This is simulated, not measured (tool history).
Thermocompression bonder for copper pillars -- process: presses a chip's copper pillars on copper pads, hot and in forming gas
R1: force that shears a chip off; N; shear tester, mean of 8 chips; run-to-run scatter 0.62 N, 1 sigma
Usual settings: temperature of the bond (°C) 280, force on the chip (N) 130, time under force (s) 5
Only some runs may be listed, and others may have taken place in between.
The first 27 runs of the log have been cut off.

{"run": 28, "hour": 185.8, "temperature of the bond (°C)": 278, "force on the chip (N)": 113, "time under force (s)": 11, "R1": 55.6}
{"run": 29, "hour": 189.8, "temperature of the bond (°C)": 274, "force on the chip (N)": 130, "time under force (s)": 5, "R1": 45.9}
{"run": 30, "hour": 198.9, "temperature of the bond (°C)": 256, "force on the chip (N)": 130, "time under force (s)": 5, "R1": 34.5}
{"run": 31, "hour": 203.5, "temperature of the bond (°C)": 305, "force on the chip (N)": 130, "time under force (s)": 6, "R1": 70.4}
{"run": 32, "hour": 209.9, "temperature of the bond (°C)": 305, "force on the chip (N)": 130, "time under force (s)": 6, "R1": 70.2}
{"run": 33, "hour": 215.1, "temperature of the bond (°C)": 271, "force on the chip (N)": 89, "time under force (s)": 3, "R1": 23.4}
{"run": 34, "hour": 221.8, "temperature of the bond (°C)": 271, "force on the chip (N)": 89, "time under force (s)": 3, "R1": 23.2}
{"run": 35, "hour": 229.0, "temperature of the bond (°C)": 267, "force on the chip (N)": 94, "time under force (s)": 5, "R1": 29.0}
{"run": 36, "hour": 234.7, "temperature of the bond (°C)": 287, "force on the chip (N)": 157, "time under force (s)": 5, "R1": 63.3}

4 options for the next run, each taken on its own from the tool as it stands now. Forecast them:
{"run": "A", "hour": 239.2, "temperature of the bond (°C)": 287, "force on the chip (N)": 112, "time under force (s)": 5, "R1": "?"}
{"run": "B", "hour": 239.2, "temperature of the bond (°C)": 280, "force on the chip (N)": 101, "time under force (s)": 5, "R1": "?"}
{"run": "C", "hour": 239.2, "temperature of the bond (°C)": 294, "force on the chip (N)": 78, "time under force (s)": 3, "R1": "?"}
{"run": "D", "hour": 239.2, "temperature of the bond (°C)": 290, "force on the chip (N)": 130, "time under force (s)": 5, "R1": "?"}

run=A R1=47.1
run=B R1=38.8
run=C R1=28.8
run=D R1=56.4
Stripped of hidden state, with their random variation kept, the same runs would have yielded:
run=A R1=45.6
run=B R1=37.5
run=C R1=27.8
run=D R1=55.0

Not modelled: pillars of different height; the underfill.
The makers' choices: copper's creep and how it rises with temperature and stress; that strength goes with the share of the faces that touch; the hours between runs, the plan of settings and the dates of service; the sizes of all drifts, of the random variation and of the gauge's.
